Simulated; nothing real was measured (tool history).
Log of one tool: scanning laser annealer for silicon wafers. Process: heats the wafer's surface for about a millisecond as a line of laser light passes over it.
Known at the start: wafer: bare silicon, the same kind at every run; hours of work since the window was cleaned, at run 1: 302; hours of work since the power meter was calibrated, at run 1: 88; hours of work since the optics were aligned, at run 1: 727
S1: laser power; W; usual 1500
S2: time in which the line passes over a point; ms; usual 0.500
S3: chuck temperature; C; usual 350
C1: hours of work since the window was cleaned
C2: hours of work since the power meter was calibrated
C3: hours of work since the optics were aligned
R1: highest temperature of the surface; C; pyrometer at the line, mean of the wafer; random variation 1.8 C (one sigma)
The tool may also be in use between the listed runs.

run,hour,S1,S2,S3,C1,C2,C3,R1
1,0.0,1500,0.500,350,302,88,727,1039
2,8.2,1500,0.500,350,307,93,732,1037
3,14.2,1500,0.500,350,310,96,735,1038
4,19.8,1500,0.500,350,313,99,738,1037
5,27.9,1500,0.500,350,318,104,743,1035
6,38.2,1500,0.500,350,323,110,749,1037
7,47.5,1500,0.478,350,329,115,754,1019
8,53.2,1500,0.478,350,332,118,757,1017
9,65.6,1500,0.478,350,339,125,764,1017
10,78.9,1500,0.478,350,346,133,771,1016
11,86.9,1426,0.352,318,351,137,776,846
12,97.1,1338,0.500,364,357,143,782,956
13,106.5,1568,0.351,346,362,148,787,938
14,118.6,1568,0.351,346,369,155,794,939
15,128.9,1305,0.403,343,375,161,800,853

3 ways to go on from here, each from the tool as it stands after run 15. What would each give?
A,138.3,1430,0.441,350,380,166,805,?
B,138.3,1457,0.504,319,380,166,805,?
C,138.3,1586,0.616,377,380,166,805,?

run,R1
A,951
B,984
C,1190
Without the tool's hidden state the same runs would have given:
run,R1
A,986
B,1023
C,1238

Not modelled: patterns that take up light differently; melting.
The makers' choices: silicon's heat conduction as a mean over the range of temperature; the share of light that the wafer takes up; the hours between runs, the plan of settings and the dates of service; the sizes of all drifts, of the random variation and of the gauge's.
